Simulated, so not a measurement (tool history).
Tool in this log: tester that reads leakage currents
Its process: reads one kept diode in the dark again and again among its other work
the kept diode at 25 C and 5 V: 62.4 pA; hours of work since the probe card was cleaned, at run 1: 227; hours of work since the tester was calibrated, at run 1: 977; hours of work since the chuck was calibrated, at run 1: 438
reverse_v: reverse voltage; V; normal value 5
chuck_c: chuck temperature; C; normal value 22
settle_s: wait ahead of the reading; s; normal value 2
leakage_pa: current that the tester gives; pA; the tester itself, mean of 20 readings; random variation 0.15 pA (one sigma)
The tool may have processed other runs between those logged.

run,hour,reverse_v,chuck_c,settle_s,hours of work since the probe card was cleaned,hours of work since the tester was calibrated,hours of work since the chuck was calibrated,leakage_pa
1,0,5,22,2,227,977,438,47.59
2,15.9,5,22,2,239,989,450,47.61
3,45.2,5,22,2,262,1011,472,47.65
4,61.3,5,22,2,274,1023,484,47.49
5,91.7,5.36,22,2,297,1047,508,49.47
6,129.5,5,22,2,326,1075,536,47.79
7,166,5,22,8.51,354,1103,564,46.93
8,196.7,5,22,8.51,377,1127,587,46.9
9,225.8,5,22,2.51,399,1149,610,47.47
10,257.6,5.54,22,2.51,423,1173,634,50.09
11,278.9,1.58,39,0.41,440,1189,650,126.2
12,297.7,2.32,22,0.7,454,1203,664,32.75

Below are 4 alternative next runs, each starting from the tool's condition after run 12. Predict each:
A,313.4,12,50,2,466,1215,676,?
B,313.4,2.32,22,6.88,466,1215,676,?
C,313.4,12.24,22,0.7,466,1215,676,?
D,313.4,2.32,22,3.94,466,1215,676,?

run,leakage_pa
A,904.46
B,31.48
C,81.28
D,31.47
With the hidden condition removed and each run's random variation left untouched, the same runs would have given:
run,leakage_pa
A,904.04
B,31.46
C,81.21
D,31.44
